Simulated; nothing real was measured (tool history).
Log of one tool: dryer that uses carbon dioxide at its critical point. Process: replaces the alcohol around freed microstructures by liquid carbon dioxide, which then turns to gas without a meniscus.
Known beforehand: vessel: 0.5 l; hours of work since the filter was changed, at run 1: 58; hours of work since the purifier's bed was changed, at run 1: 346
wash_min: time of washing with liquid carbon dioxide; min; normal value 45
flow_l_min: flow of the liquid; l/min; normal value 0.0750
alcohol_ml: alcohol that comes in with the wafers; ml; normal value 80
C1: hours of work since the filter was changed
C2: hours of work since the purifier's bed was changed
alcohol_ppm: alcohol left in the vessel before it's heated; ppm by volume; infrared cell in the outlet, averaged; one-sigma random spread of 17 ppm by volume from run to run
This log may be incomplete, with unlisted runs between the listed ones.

Run 1, hour 0.0: usual settings; C1 58; C2 346. Result: alcohol_ppm 1296 ppm by volume.
Run 2, hour 22.8: usual settings but alcohol_ml 20 ml; C1 70; C2 358. Result: alcohol_ppm 373 ppm by volume.
Run 3, hour 51.6: usual settings but flow_l_min 0.0549 l/min, alcohol_ml 20 ml; C1 85; C2 374. Result: alcohol_ppm 1148 ppm by volume.
Run 4, hour 70.9: usual settings but flow_l_min 0.0549 l/min, alcohol_ml 20 ml; C1 96; C2 385. Result: alcohol_ppm 1173 ppm by volume.
Run 5, hour 101.9: usual settings but flow_l_min 0.0549 l/min, alcohol_ml 20 ml; C1 113; C2 401. Result: alcohol_ppm 1225 ppm by volume.
Run 6, hour 128.1: usual settings but flow_l_min 0.0549 l/min, alcohol_ml 20 ml; C1 127; C2 415. Result: alcohol_ppm 1228 ppm by volume.
Run 7, hour 145.8: usual settings but flow_l_min 0.0549 l/min, alcohol_ml 20 ml; C1 136; C2 425. Result: alcohol_ppm 1274 ppm by volume.
Run 8, hour 180.3: usual settings; C1 155; C2 444. Result: alcohol_ppm 1522 ppm by volume.
Run 9, hour 212.5: usual settings; C1 172; C2 461. Result: alcohol_ppm 1579 ppm by volume.
Run 10, hour 235.6: usual settings; C1 185; C2 474. Result: alcohol_ppm 1633 ppm by volume.
Run 11, hour 261.8: usual settings; C1 199; C2 488. Result: alcohol_ppm 1618 ppm by volume.
Run 12, hour 289.7: usual settings; C1 214; C2 503. Result: alcohol_ppm 1721 ppm by volume.
Run 13, hour 325.2: usual settings; C1 233; C2 522. Result: alcohol_ppm 1799 ppm by volume.
Run 14, hour 365.8: usual settings; C1 255; C2 544. Result: alcohol_ppm 1851 ppm by volume.
Run 15, hour 392.1: usual settings; C1 270; C2 558. Result: alcohol_ppm 1918 ppm by volume.
Run 16, hour 409.4: usual settings but alcohol_ml 60 ml; C1 279; C2 568. Result: alcohol_ppm 1474 ppm by volume.
Run 17, hour 436.8: usual settings but alcohol_ml 60 ml; C1 294; C2 582. Result: alcohol_ppm 1526 ppm by volume.
Run 18, hour 458.4: usual settings but alcohol_ml 60 ml; C1 305; C2 594. Result: alcohol_ppm 1548 ppm by volume.
Run 19, hour 492.2: usual settings but wash_min 35 min, flow_l_min 0.0648 l/min; C1 324; C2 612. Result: alcohol_ppm 8094 ppm by volume.
Run 20, hour 521.7: usual settings but wash_min 35 min, flow_l_min 0.1127 l/min, alcohol_ml 66 ml; C1 340; C2 628. Result: alcohol_ppm 1008 ppm by volume.
At hour 532.4: inlet filter changed.
Run 21, hour 554.8: usual settings but wash_min 35 min, flow_l_min 0.1127 l/min, alcohol_ml 66 ml; C1 12; C2 646. Result: alcohol_ppm 581 ppm by volume.
Run 22, hour 575.3: usual settings but flow_l_min 0.0936 l/min, alcohol_ml 90 ml; C1 23; C2 657. Result: alcohol_ppm 514 ppm by volume.
Run 23, hour 609.0: usual settings but wash_min 42 min, flow_l_min 0.1267 l/min, alcohol_ml 61 ml; C1 41; C2 675. Result: alcohol_ppm 190 ppm by volume.
Run 24, hour 630.0: usual settings but wash_min 36 min, flow_l_min 0.0623 l/min, alcohol_ml 68 ml; C1 53; C2 686. Result: alcohol_ppm 5276 ppm by volume.
Run 25, hour 669.8: usual settings but wash_min 28 min, flow_l_min 0.0623 l/min, alcohol_ml 50 ml; C1 74; C2 708. Result: alcohol_ppm 8153 ppm by volume.
Run 26, hour 702.3: usual settings but wash_min 28 min, flow_l_min 0.0623 l/min, alcohol_ml 50 ml; C1 92; C2 725. Result: alcohol_ppm 8255 ppm by volume.
Run 27, hour 739.2: usual settings but wash_min 28 min, flow_l_min 0.0536 l/min, alcohol_ml 114 ml; C1 112; C2 745. Result: alcohol_ppm 26295 ppm by volume.
Run 28, hour 766.3: usual settings but wash_min 33 min, flow_l_min 0.1098 l/min, alcohol_ml 43 ml; C1 126; C2 760. Result: alcohol_ppm 706 ppm by volume.
Run 29, hour 793.7: usual settings but wash_min 59 min; C1 141; C2 775. Result: alcohol_ppm 458 ppm by volume.
Run 30, hour 827.8: usual settings but wash_min 59 min; C1 160; C2 793. Result: alcohol_ppm 469 ppm by volume.
Run 31, hour 855.6: usual settings but wash_min 57 min, flow_l_min 0.0572 l/min, alcohol_ml 108 ml; C1 175; C2 808. Result: alcohol_ppm 2393 ppm by volume.
Run 32, hour 885.1: usual settings but wash_min 38 min, flow_l_min 0.0813 l/min, alcohol_ml 24 ml; C1 191; C2 824. Result: alcohol_ppm 826 ppm by volume.
Run 33, hour 904.1: usual settings but wash_min 38 min, flow_l_min 0.0813 l/min, alcohol_ml 24 ml; C1 201; C2 834. Result: alcohol_ppm 849 ppm by volume.
Run 34, hour 932.7: usual settings but wash_min 38 min, flow_l_min 0.0455 l/min, alcohol_ml 50 ml; C1 216; C2 850. Result: alcohol_ppm 9281 ppm by volume.
Run 35, hour 972.7: usual settings but wash_min 38 min, flow_l_min 0.0455 l/min, alcohol_ml 50 ml; C1 238; C2 872. Result: alcohol_ppm 9135 ppm by volume.

3 options for the next run, each taken on its own from the tool as it stands now. Forecast them:
Run A, hour 993.9: usual settings but wash_min 38 min, flow_l_min 0.0742 l/min, alcohol_ml 76 ml; C1 250; C2 883. Result: alcohol_ppm ?.
Run B, hour 993.9: usual settings but flow_l_min 0.0453 l/min; C1 250; C2 883. Result: alcohol_ppm ?.
Run C, hour 993.9: usual settings but wash_min 66 min, flow_l_min 0.0699 l/min; C1 250; C2 883. Result: alcohol_ppm ?.

run  alcohol_ppm
  A         3620
  B         9893
  C          457
Without the tool's hidden state the same runs would have given:
run  alcohol_ppm
  A         2358
  B         7296
  C          169
